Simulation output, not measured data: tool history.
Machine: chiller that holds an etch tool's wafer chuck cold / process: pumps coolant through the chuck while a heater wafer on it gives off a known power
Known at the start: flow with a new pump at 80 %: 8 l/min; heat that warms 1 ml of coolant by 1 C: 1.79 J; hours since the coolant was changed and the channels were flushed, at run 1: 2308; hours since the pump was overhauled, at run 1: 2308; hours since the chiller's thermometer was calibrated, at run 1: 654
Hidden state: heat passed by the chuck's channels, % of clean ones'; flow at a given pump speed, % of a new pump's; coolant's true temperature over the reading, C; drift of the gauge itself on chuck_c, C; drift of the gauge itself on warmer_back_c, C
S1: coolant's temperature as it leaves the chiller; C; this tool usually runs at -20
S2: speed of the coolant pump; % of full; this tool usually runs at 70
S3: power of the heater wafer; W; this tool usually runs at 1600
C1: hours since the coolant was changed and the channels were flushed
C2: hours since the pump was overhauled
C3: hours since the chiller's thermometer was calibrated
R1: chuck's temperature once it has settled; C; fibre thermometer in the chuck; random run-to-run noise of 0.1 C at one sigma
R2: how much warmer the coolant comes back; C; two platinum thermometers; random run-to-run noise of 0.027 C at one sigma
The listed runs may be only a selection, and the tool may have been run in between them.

run,hour,S1,S2,S3,C1,C2,C3,R1,R2
1,0.0,-20,70,1600,2308,2308,654,-4.7,7.92
2,183.8,-20,70,1600,2492,2492,838,-4.5,7.93
3,310.9,-14,70,1600,2619,2619,965,1.6,7.97
4,489.3,-14,70,1600,2797,2797,1143,1.7,7.96
5,613.0,-14,70,1600,2921,2921,1267,1.6,7.95
6,820.9,-19,70,1600,3129,3129,1475,-3.2,8.00
7,1034.7,-20,70,1600,3343,3343,1688,-4.1,7.99
8,1253.6,-20,70,1600,3561,3561,1907,-4.1,8.05
# hour 1425.8: chiller's thermometer calibrated
9,1425.8,-20,70,1600,3733,3733,0,-3.8,8.02
10,1638.6,-20,70,2060,3945,3945,213,1.0,10.37
11,1812.4,-25,70,1495,4119,4119,387,-9.6,7.59
12,1974.5,-25,70,1495,4281,4281,549,-9.5,7.61
13,2128.4,-25,68,873,4435,4435,703,-15.6,4.56
14,2350.8,-20,83,1600,4658,4658,925,-5.9,6.78
# hour 2453.0: coolant changed, channels flushed
# hour 2490.7: coolant pump overhauled
15,2546.3,-20,83,1600,88,56,1110,-7.7,6.53
16,2756.2,-23,83,2165,298,265,1319,-6.0,8.84
17,2862.5,-23,83,2165,404,372,1426,-6.2,8.91
18,3004.6,-20,85,1900,547,514,1568,-5.4,7.57
19,3154.6,-20,70,895,697,664,1718,-11.8,4.40
20,3248.1,-20,70,2159,790,757,1811,0.3,10.64

Branching from run 20: 5 alternative next runs. What would each branch give?
A,3358.7,-25,70,1255,901,868,1922,?,?
B,3358.7,-23,61,2159,901,868,1922,?,?
C,3358.7,-20,86,1600,901,868,1922,?,?
D,3358.7,-27,70,1600,901,868,1922,?,?
E,3358.7,-20,61,2293,901,868,1922,?,?

run,R1,R2
A,-13.2,6.14
B,0.5,12.27
C,-7.5,6.35
D,-12.2,7.92
E,5.0,13.07
Without the tool's hidden state the same runs would have given:
run,R1,R2
A,-13.6,6.01
B,-0.4,12.02
C,-7.8,6.22
D,-12.7,7.76
E,4.1,12.80
